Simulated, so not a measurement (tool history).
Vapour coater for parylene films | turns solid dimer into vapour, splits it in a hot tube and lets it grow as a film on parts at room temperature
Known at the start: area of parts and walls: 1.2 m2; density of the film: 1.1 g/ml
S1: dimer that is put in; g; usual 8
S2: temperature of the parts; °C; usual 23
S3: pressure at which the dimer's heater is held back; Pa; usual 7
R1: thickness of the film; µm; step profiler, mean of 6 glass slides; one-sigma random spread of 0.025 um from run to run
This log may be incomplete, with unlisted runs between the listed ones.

run,hour,S1,S2,S3,R1
1,0,8,23,7,2.85
2,25.3,8,20,7,3.11
3,50.5,8,20,7,3.09
# hour 68.1: trap's valve overhauled
4,85.1,8,23,7,3.11
5,108.2,4,23,7,1.54
6,131.2,4,23,7,1.55
7,154.9,4,23,7,1.51
8,183,5,23,7,1.91
9,196.2,5,23,7,1.94
10,221.4,5,27,7,1.66
11,243.3,5,27,7,1.63
12,269.1,8,26,7,2.71
13,287.2,10,23,9.19,3.72
14,318.9,10,23,3.46,3.87
15,346.8,10,35,10.61,2.45
16,360.2,6,15,9.32,2.86
17,377.5,6,15,9.19,2.87
18,390.9,6,15,9.19,2.89
19,409,6,15,9.19,2.86

Consider 3 possible next runs. They are alternatives, not a sequence: every one starts from the tool as it was left by run 19. What does each give?
A,425.9,8,16,3.56,?
B,425.9,11,20,2.04,?
C,425.9,4,23,7,?

run,R1
A,3.88
B,4.81
C,1.47
With no hidden state in the tool, these same runs would have given:
run,R1
A,4.04
B,5.01
C,1.53

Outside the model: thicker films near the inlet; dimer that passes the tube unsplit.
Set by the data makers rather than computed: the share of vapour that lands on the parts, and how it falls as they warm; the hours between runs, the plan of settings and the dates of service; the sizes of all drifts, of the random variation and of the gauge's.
